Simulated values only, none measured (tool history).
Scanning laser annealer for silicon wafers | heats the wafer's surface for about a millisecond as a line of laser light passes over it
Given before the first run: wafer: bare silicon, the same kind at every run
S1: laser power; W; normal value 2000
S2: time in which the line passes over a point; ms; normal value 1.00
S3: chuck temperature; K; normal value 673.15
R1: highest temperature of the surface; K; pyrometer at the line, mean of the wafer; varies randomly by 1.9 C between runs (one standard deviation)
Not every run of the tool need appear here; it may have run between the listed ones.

run,hour,S1,S2,S3,R1
1,0.0,2000,1.00,673.15,1465.15
2,40.7,2000,1.00,673.15,1465.15
3,109.3,2000,1.00,673.15,1462.15
4,177.8,2000,1.00,673.15,1455.15
5,219.6,2000,1.00,673.15,1461.15
6,258.2,2000,1.00,673.15,1454.15
7,301.0,2000,1.00,673.15,1456.15
8,352.9,2000,1.00,673.15,1452.15
9,416.6,2000,1.00,673.15,1451.15
10,445.7,2000,1.00,700.15,1473.15
11,480.6,2000,1.00,673.15,1450.15
12,545.7,2000,0.93,673.15,1417.15
13,607.3,1831,0.85,690.15,1325.15
14,649.3,1953,1.00,659.15,1406.15
15,706.6,1953,1.00,659.15,1405.15
16,769.4,1953,1.00,659.15,1400.15
17,828.2,2000,0.94,669.15,1407.15
18,872.1,1887,1.00,673.15,1383.15
# hour 911.0: window over the wafer cleaned
19,940.1,1947,0.99,696.15,1474.15
20,984.0,2000,0.84,673.15,1410.15
21,1015.7,2000,0.84,673.15,1406.15
22,1075.0,1978,0.84,673.15,1395.15
23,1142.1,1978,0.84,673.15,1397.15

Below are 5 alternative next runs, each starting from the tool's condition after run 23. Predict each:
A,1172.6,1946,0.84,683.15,?
B,1172.6,2088,1.08,640.15,?
C,1172.6,1978,0.92,694.15,?
D,1172.6,1816,1.14,673.15,?
E,1172.6,1978,1.06,698.15,?

run,R1
A,1390.15
B,1516.15
C,1448.15
D,1433.15
E,1510.15
Had the tool no hidden state, the same runs would have come out as:
run,R1
A,1404.15
B,1534.15
C,1464.15
D,1449.15
E,1526.15
